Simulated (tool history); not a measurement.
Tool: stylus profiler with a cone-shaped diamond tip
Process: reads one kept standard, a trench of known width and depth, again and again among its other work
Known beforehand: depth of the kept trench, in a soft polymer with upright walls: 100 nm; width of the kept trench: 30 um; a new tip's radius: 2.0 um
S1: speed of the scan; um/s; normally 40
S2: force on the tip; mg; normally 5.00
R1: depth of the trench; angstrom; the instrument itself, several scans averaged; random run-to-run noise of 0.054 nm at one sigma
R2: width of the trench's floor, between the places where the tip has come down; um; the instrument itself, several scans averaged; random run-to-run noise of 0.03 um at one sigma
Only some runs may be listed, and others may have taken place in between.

run   hour  S1     S2      R1     R2
  1    0.0  40   5.00  1018.3  28.64
  2   24.3  40   5.00  1019.2  28.59
  3   36.9  40   8.87  1027.2  28.60
  4   53.1  40   8.87  1026.5  28.68
  5   78.5  40   4.50  1018.6  28.59
      80.8  -- height scale calibrated on a step standard
  6  104.0  40   2.57  1013.9  28.60
  7  117.7  40   2.57  1012.6  28.57
  8  129.6  40   3.65  1015.8  28.62
  9  145.9  43   6.38  1022.7  28.61
 10  171.0  21   7.57  1026.2  28.67
     181.9  -- height scale calibrated on a step standard, once more
 11  196.1  24   5.14  1018.8  28.62
 12  213.5  24   5.14  1018.1  28.62
 13  234.0  97  12.51  1032.0  28.57
 14  247.9  97  12.51  1033.5  28.60
 15  267.3  15  14.49  1036.2  28.65

4 options for the next run, each taken on its own from the tool as it stands now. Forecast them:
  A  285.6   19  14.44   ?   ?
  B  285.6   20   1.83   ?   ?
  C  285.6  102   4.53   ?   ?
  D  285.6   15   2.34   ?   ?

run      R1     R2
  A  1035.2  28.66
  B  1010.5  28.62
  C  1016.7  28.55
  D  1010.7  28.62
With no hidden state in the tool, these same runs would have given:
run      R1     R2
  A  1034.5  28.75
  B  1009.8  28.71
  C  1016.0  28.64
  D  1010.0  28.71
